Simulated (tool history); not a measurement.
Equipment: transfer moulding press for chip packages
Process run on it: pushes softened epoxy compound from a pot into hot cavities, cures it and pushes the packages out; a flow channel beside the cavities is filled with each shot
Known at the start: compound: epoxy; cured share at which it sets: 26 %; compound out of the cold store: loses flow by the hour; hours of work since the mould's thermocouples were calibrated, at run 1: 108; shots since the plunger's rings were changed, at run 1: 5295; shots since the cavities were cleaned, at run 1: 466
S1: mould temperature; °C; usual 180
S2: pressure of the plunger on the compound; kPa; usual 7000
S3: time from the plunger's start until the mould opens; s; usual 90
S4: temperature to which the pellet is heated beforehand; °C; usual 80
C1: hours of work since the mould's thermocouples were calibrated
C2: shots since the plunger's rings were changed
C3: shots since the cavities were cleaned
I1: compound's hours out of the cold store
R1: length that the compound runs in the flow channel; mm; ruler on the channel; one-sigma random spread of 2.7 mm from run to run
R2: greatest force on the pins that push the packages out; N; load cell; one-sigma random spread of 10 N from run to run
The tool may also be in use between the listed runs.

run 1 hour=0 | S1=180 S2=7000 S3=90 S4=80 | C1=108 C2=5295 C3=466 | I1=10.2 | R1=800 R2=740
-- hour=4.2 cavities cleaned with cleaning compound and waxed
-- hour=48.3 cavities cleaned with cleaning compound and waxed
run 2 hour=58.2 | S1=180 S2=7000 S3=90 S4=80 | C1=149 C2=6037 C3=133 | I1=13.7 | R1=787 R2=550
-- hour=66.6 plunger's sealing rings changed
-- hour=90.3 cavities cleaned with cleaning compound and waxed
run 3 hour=113.1 | S1=180 S2=7000 S3=90 S4=80 | C1=187 C2=605 C3=307 | I1=39.4 | R1=760 R2=606
-- hour=129 cavities cleaned with cleaning compound and waxed
run 4 hour=152.4 | S1=180 S2=7000 S3=90 S4=80 | C1=215 C2=1112 C3=314 | I1=45.3 | R1=741 R2=587
-- hour=170.6 cavities cleaned with cleaning compound and waxed
-- hour=209.7 cavities cleaned with cleaning compound and waxed
run 5 hour=209.7 | S1=180 S2=7000 S3=90 S4=80 | C1=256 C2=1843 C3=0 | I1=29 | R1=773 R2=459
run 6 hour=240 | S1=180 S2=7000 S3=90 S4=80 | C1=278 C2=2250 C3=407 | I1=33.7 | R1=763 R2=641
-- hour=250.7 cavities cleaned with cleaning compound and waxed
-- hour=293.4 cavities cleaned with cleaning compound and waxed
run 7 hour=306.2 | S1=180 S2=7000 S3=90 S4=80 | C1=325 C2=3099 C3=172 | I1=19.5 | R1=795 R2=564
-- hour=332.9 cavities cleaned with cleaning compound and waxed
run 8 hour=364.6 | S1=180 S2=7000 S3=90 S4=79 | C1=367 C2=3864 C3=426 | I1=20.9 | R1=779 R2=695
-- hour=372 cavities cleaned with cleaning compound and waxed
run 9 hour=397.2 | S1=180 S2=7000 S3=90 S4=79 | C1=391 C2=4282 C3=339 | I1=17.6 | R1=787 R2=626
-- hour=416 mould's thermocouples calibrated
-- hour=417.5 cavities cleaned with cleaning compound and waxed
run 10 hour=438.5 | S1=180 S2=7000 S3=90 S4=80 | C1=16 C2=4790 C3=282 | I1=16.3 | R1=789 R2=616
-- hour=460 cavities cleaned with cleaning compound and waxed
run 11 hour=480.9 | S1=180 S2=7000 S3=90 S4=80 | C1=46 C2=5339 C3=280 | I1=47.5 | R1=719 R2=641
-- hour=501.9 cavities cleaned with cleaning compound and waxed
run 12 hour=520.6 | S1=180 S2=7000 S3=90 S4=80 | C1=74 C2=5853 C3=252 | I1=10.4 | R1=802 R2=576
-- hour=541.4 plunger's sealing rings changed
-- hour=542.9 cavities cleaned with cleaning compound and waxed
run 13 hour=570.7 | S1=180 S2=7000 S3=72 S4=80 | C1=109 C2=375 C3=375 | I1=31.6 | R1=774 R2=912
-- hour=581.3 cavities cleaned with cleaning compound and waxed
run 14 hour=611.7 | S1=180 S2=7000 S3=72 S4=80 | C1=138 C2=906 C3=409 | I1=34.7 | R1=764 R2=969
-- hour=621.5 cavities cleaned with cleaning compound and waxed
-- hour=661.1 cavities cleaned with cleaning compound and waxed
run 15 hour=665.1 | S1=174 S2=7000 S3=109 S4=70 | C1=176 C2=1583 C3=54 | I1=23.3 | R1=811 R2=490
-- hour=701.1 cavities cleaned with cleaning compound and waxed
run 16 hour=711.6 | S1=174 S2=7000 S3=109 S4=70 | C1=209 C2=2187 C3=141 | I1=47.4 | R1=746 R2=514
-- hour=740.7 cavities cleaned with cleaning compound and waxed
run 17 hour=766.9 | S1=180 S2=6660 S3=99 S4=70 | C1=249 C2=2910 C3=352 | I1=12.2 | R1=789 R2=587
-- hour=780.9 cavities cleaned with cleaning compound and waxed
-- hour=819.3 cavities cleaned with cleaning compound and waxed
run 18 hour=832.7 | S1=180 S2=6660 S3=99 S4=70 | C1=296 C2=3754 C3=179 | I1=30.6 | R1=740 R2=513
-- hour=861.2 cavities cleaned with cleaning compound and waxed
run 19 hour=878.6 | S1=177 S2=7630 S3=83 S4=80 | C1=329 C2=4351 C3=233 | I1=40.9 | R1=776 R2=725
-- hour=901 cavities cleaned with cleaning compound and waxed
run 20 hour=930.9 | S1=177 S2=5340 S3=83 S4=80 | C1=367 C2=5034 C3=402 | I1=23.9 | R1=681 R2=831
-- hour=941.1 cavities cleaned with cleaning compound and waxed
run 21 hour=973.1 | S1=177 S2=5340 S3=79 S4=86 | C1=397 C2=5581 C3=430 | I1=20.7 | R1=680 R2=943
-- hour=981.2 mould's thermocouples calibrated
-- hour=982.7 cavities cleaned with cleaning compound and waxed
-- hour=1017.4 plunger's sealing rings changed
-- hour=1028.3 cavities cleaned with cleaning compound and waxed
run 22 hour=1028.3 | S1=177 S2=5340 S3=94 S4=82 | C1=31 C2=126 C3=0 | I1=41.8 | R1=671 R2=497
-- hour=1067 cavities cleaned with cleaning compound and waxed
run 23 hour=1068.8 | S1=177 S2=5340 S3=94 S4=82 | C1=60 C2=651 C3=24 | I1=18.9 | R1=714 R2=511
-- hour=1105.7 cavities cleaned with cleaning compound and waxed
run 24 hour=1133.9 | S1=177 S2=5340 S3=94 S4=73 | C1=107 C2=1505 C3=379 | I1=15.4 | R1=714 R2=705
-- hour=1147.2 cavities cleaned with cleaning compound and waxed
run 25 hour=1179.3 | S1=177 S2=5340 S3=94 S4=73 | C1=140 C2=2095 C3=431 | I1=45.1 | R1=649 R2=706
-- hour=1190.6 cavities cleaned with cleaning compound and waxed
run 26 hour=1211.4 | S1=176 S2=5340 S3=94 S4=86 | C1=163 C2=2506 C3=279 | I1=14.7 | R1=718 R2=693
-- hour=1232.6 cavities cleaned with cleaning compound and waxed
run 27 hour=1240 | S1=184 S2=7000 S3=126 S4=80 | C1=183 C2=2870 C3=99 | I1=12.2 | R1=802 R2=457

3 ways to go on from here, each from the tool as it stands after run 27. What would each give?
-- hour=1271.9 cavities cleaned with cleaning compound and waxed
run A hour=1283.6 | S1=177 S2=7000 S3=90 S4=80 | C1=214 C2=3437 C3=158 | I1=26.1 | R1=? R2=?
-- hour=1271.9 cavities cleaned with cleaning compound and waxed
run B hour=1283.6 | S1=173 S2=6530 S3=126 S4=72 | C1=214 C2=3437 C3=158 | I1=41 | R1=? R2=?
-- hour=1271.9 cavities cleaned with cleaning compound and waxed
run C hour=1283.6 | S1=184 S2=6260 S3=126 S4=81 | C1=214 C2=3437 C3=158 | I1=27.2 | R1=? R2=?

run=A R1=783 R2=615
run=B R1=736 R2=512
run=C R1=718 R2=477
What these runs would have given with no unlogged condition in the tool:
run=A R1=801 R2=513
run=B R1=753 R2=420
run=C R1=735 R2=388
